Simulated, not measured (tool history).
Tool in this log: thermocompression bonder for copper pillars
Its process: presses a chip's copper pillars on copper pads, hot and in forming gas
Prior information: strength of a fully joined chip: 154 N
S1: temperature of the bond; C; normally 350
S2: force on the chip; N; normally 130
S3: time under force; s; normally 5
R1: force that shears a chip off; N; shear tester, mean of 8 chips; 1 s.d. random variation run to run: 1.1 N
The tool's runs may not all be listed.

run,day,S1,S2,S3,R1
1,0.000,350,130,5,91.2
2,1.021,350,130,5,92.1
3,1.792,350,130,5,93.5
4,2.496,350,98,5,72.0
5,3.775,350,98,7,81.0
6,4.762,350,98,7,82.0

Estimate the outcome of run 7 from the log above:
7,5.988,350,83,4,?

R1: 55.8 N
On a tool with no hidden condition, and with the same random variation, this run would have come out at R1 60.1 N.
